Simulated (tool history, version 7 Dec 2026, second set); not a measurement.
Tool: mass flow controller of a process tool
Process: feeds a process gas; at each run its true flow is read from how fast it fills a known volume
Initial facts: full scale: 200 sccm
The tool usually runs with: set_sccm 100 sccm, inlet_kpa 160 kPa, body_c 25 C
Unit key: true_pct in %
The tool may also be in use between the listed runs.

run	day	set_sccm	inlet_kpa	body_c	true_pct
1	0.000	100	160	25	98.57
2	13.421	100	160	25	98.53
3	22.962	100	160	25	98.37
4	37.475	100	160	26	98.12
5	48.758	100	160	26	98.03
6	62.358	100	243	25	97.86
7	76.971	100	243	25	97.56
8	88.296	100	168	20	98.39
9	95.004	100	250	20	98.12
10	108.371	132	160	32	97.54

Run 11 has not been measured yet. What should we expect?
11	118.079	25	241	32	?

{"run 11": {"true_pct": 95.39}}
With no hidden state in the tool, this same run would have given true_pct 96.33 %.
